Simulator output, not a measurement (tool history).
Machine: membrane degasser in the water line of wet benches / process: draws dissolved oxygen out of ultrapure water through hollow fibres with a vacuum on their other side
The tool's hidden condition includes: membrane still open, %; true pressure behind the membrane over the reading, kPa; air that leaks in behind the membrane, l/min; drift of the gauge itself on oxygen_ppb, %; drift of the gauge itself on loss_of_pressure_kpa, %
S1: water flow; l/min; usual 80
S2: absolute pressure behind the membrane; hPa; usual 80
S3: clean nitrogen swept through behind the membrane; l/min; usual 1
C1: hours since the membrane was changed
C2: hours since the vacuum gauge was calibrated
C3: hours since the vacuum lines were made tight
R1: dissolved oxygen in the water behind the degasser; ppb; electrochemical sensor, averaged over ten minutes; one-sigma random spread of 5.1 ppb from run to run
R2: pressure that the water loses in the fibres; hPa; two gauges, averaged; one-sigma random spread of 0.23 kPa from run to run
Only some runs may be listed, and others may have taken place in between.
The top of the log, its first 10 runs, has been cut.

| run | hour | S1 | S2 | S3 | C1 | C2 | C3 | R1 | R2 |
|---|---|---|---|---|---|---|---|---|---|
| 11 | 1154.2 | 80 | 80 | 1.59 | 2033 | 4779 | 8075 | 698.8 | 566.9 |
| 12 | 1278 | 74 | 80 | 1 | 2156 | 4903 | 8198 | 800.3 | 523.3 |
| 13 | 1337.4 | 74 | 80 | 1 | 2216 | 4962 | 8258 | 804.1 | 526.4 |
| 14 | 1446.5 | 74 | 80 | 1 | 2325 | 5071 | 8367 | 792.9 | 522.2 |
| 15 | 1567.7 | 74 | 80 | 1 | 2446 | 5192 | 8488 | 791.1 | 522.9 |
| 16 | 1687.4 | 80 | 80 | 1 | 2566 | 5312 | 8608 | 864.6 | 567.6 |
| 17 | 1746.3 | 106 | 154.8 | 0.86 | 2625 | 5371 | 8667 | 2184 | 753.1 |
| 18 | 1869.3 | 106 | 154.8 | 0.86 | 2748 | 5494 | 8790 | 2158.4 | 755 |
| 19 | 1972.9 | 106 | 154.8 | 0.86 | 2851 | 5598 | 8893 | 2156.2 | 751.6 |
| 20 | 2074.5 | 50 | 86.2 | 0.96 | 2953 | 5699 | 8995 | 604.5 | 355.5 |
| 21 | 2184 | 88 | 152.2 | 1 | 3062 | 5809 | 9104 | 1744.8 | 630.6 |
| 22 | 2293.6 | 58 | 57.3 | 1.35 | 3172 | 5918 | 9214 | 354.1 | 414.5 |
| 23 | 2422 | 58 | 57.3 | 1.35 | 3300 | 6047 | 9342 | 358.4 | 415.9 |
| 24 | 2502.8 | 55 | 80 | 1 | 3381 | 6127 | 9423 | 594.9 | 396.3 |
| 25 | 2619.8 | 80 | 62.3 | 1 | 3498 | 6244 | 9540 | 670.3 | 571.4 |
| 26 | 2746.7 | 80 | 62.2 | 0.42 | 3625 | 6371 | 9667 | 918.4 | 571.1 |
| 27 | 2833.7 | 80 | 62.2 | 0.42 | 3712 | 6458 | 9754 | 915.7 | 574.4 |
| 28 | 2955.9 | 65 | 144.1 | 1.63 | 3834 | 6581 | 9876 | 978.1 | 467.6 |
| 29 | 3080.4 | 78 | 146.9 | 0.45 | 3959 | 6705 | 10001 | 2259.8 | 558.2 |
| 30 | 3213.9 | 79 | 117.8 | 0.72 | 4092 | 6839 | 10134 | 1488.9 | 567.3 |
| 31 | 3339.2 | 80 | 114.1 | 0.56 | 4218 | 6964 | 10260 | 1642.2 | 572.1 |
| 32 | 3450.4 | 80 | 114.1 | 0.56 | 4329 | 7075 | 10371 | 1658.2 | 574.3 |

What if the next run were any one of these 4? Each begins from the tool's condition after run 32:
| A | 3520.1 | 80 | 185.3 | 0.81 | 4398 | 7145 | 10440 | ? | ? |
| B | 3520.1 | 80 | 80 | 0.79 | 4398 | 7145 | 10440 | ? | ? |
| C | 3520.1 | 80 | 80 | 1.86 | 4398 | 7145 | 10440 | ? | ? |
| D | 3520.1 | 80 | 114.1 | 2.97 | 4398 | 7145 | 10440 | ? | ? |

| run | R1 | R2 |
|---|---|---|
| A | 2139.8 | 579.4 |
| B | 978.2 | 575.9 |
| C | 670.4 | 576.2 |
| D | 710.7 | 573.1 |
What these runs would have given with no unlogged condition in the tool:
| run | R1 | R2 |
|---|---|---|
| A | 2095.5 | 567.3 |
| B | 915.5 | 563.8 |
| C | 625 | 564.1 |
| D | 674.6 | 561.1 |
